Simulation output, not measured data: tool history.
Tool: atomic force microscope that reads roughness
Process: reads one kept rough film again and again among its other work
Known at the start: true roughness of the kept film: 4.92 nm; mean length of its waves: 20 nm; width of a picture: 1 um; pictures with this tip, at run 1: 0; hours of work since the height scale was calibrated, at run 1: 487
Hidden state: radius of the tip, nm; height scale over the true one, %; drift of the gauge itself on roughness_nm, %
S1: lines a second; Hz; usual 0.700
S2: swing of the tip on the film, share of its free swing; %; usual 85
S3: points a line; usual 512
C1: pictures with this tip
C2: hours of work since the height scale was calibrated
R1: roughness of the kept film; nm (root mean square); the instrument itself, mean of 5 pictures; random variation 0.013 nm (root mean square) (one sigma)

run    hour     S1  S2   S3   C1   C2     R1
  1     0.0  0.700  85  512    0  487  3.026
  2    20.3  0.700  85  512   25  495  2.988
  3    56.9  0.700  85  512   69  510  3.015
  4    89.6  0.700  85  512  109  523  3.008
      119.1  -- new tip fitted
  5   119.1  0.700  85  512    0  535  2.996
  6   143.2  0.700  85  512   29  544  2.989
  7   186.7  0.700  85  512   81  562  3.006
  8   213.7  0.700  85  512  114  573  2.986
      241.7  -- new tip fitted
  9   255.5  0.700  85  512   17  589  3.008
 10   281.2  0.700  85  512   48  599  3.023
 11   314.4  0.700  85  512   88  613  2.989
 12   356.9  0.700  84  512  140  630  3.015
      361.2  -- new tip fitted
 13   384.1  0.700  84  512   28  640  3.028
 14   403.1  0.700  84  512   51  648  2.978
 15   442.8  0.700  84  512   99  664  2.995
 16   477.1  0.700  57  512  140  678  3.173
      482.9  -- new tip fitted
 17   516.3  0.700  57  304   40  693  3.171
 18   550.2  0.700  85  519   81  707  2.978
 19   574.8  0.700  85  519  111  717  2.992
      602.4  -- new tip fitted
 20   602.4  0.700  74  837    0  728  3.127
 21   638.0  0.532  81  828   43  742  3.117
 22   663.8  2.269  60  380   74  752  3.041
 23   703.9  1.063  56  982  123  768  3.183
      723.2  -- new tip fitted
 24   744.6  0.569  71  512   26  784  3.153
 25   763.3  0.569  71  512   49  792  3.176
 26   787.3  0.569  62  964   78  801  3.214
 27   825.6  0.569  62  964  124  817  3.219
      843.4  -- new tip fitted
 28   869.7  3.866  85  512   32  834  2.162
 29   891.5  3.866  85  512   58  843  2.156
 30   910.3  3.866  85  512   81  850  2.182
 31   946.5  1.888  68  503  125  865  2.973
      964.2  -- new tip fitted
 32   991.4  1.888  68  503   33  883  2.993
 33  1036.1  1.888  68  503   87  901  2.960
 34  1056.6  1.026  60  562  111  909  3.192
 35  1078.4  1.573  72  429  138  918  2.938
     1086.1  -- new tip fitted
 36  1110.2  1.573  72  429   30  930  2.958

Hidden state at the last listed run before each entry between runs and at the first one after, where it differs:
Between runs 4 and 5: new tip fitted (hour 119.1)
  radius of the tip, nm: 10.1 -> 10
  measured less the result without the state, R1: -0.010 -> +0.000 nm (root mean square)
Between runs 8 and 9: new tip fitted (hour 241.7)
  radius of the tip, nm: 10.1 -> 10
  measured less the result without the state, R1: -0.011 -> -0.002 nm (root mean square)
Between runs 12 and 13: new tip fitted (hour 361.2)
  radius of the tip, nm: 10.1 -> 10
  measured less the result without the state, R1: -0.014 -> -0.003 nm (root mean square)
Between runs 16 and 17: new tip fitted (hour 482.9)
  no hidden state differs between the two runs
  measured less the result without the state, R1: -0.015 -> -0.005 nm (root mean square)
Between runs 19 and 20: new tip fitted (hour 602.4)
  radius of the tip, nm: 10.1 -> 10
  measured less the result without the state, R1: -0.011 -> -0.001 nm (root mean square)
Between runs 23 and 24: new tip fitted (hour 723.2)
  radius of the tip, nm: 10.1 -> 10
  measured less the result without the state, R1: -0.012 -> -0.003 nm (root mean square)
Between runs 27 and 28: new tip fitted (hour 843.4)
  radius of the tip, nm: 10.1 -> 10
  measured less the result without the state, R1: -0.013 -> -0.002 nm (root mean square)
Between runs 31 and 32: new tip fitted (hour 964.2)
  radius of the tip, nm: 10.1 -> 10
  measured less the result without the state, R1: -0.012 -> -0.003 nm (root mean square)
Between runs 35 and 36: new tip fitted (hour 1086.1)
  radius of the tip, nm: 10.1 -> 10
  measured less the result without the state, R1: -0.012 -> -0.003 nm (root mean square)
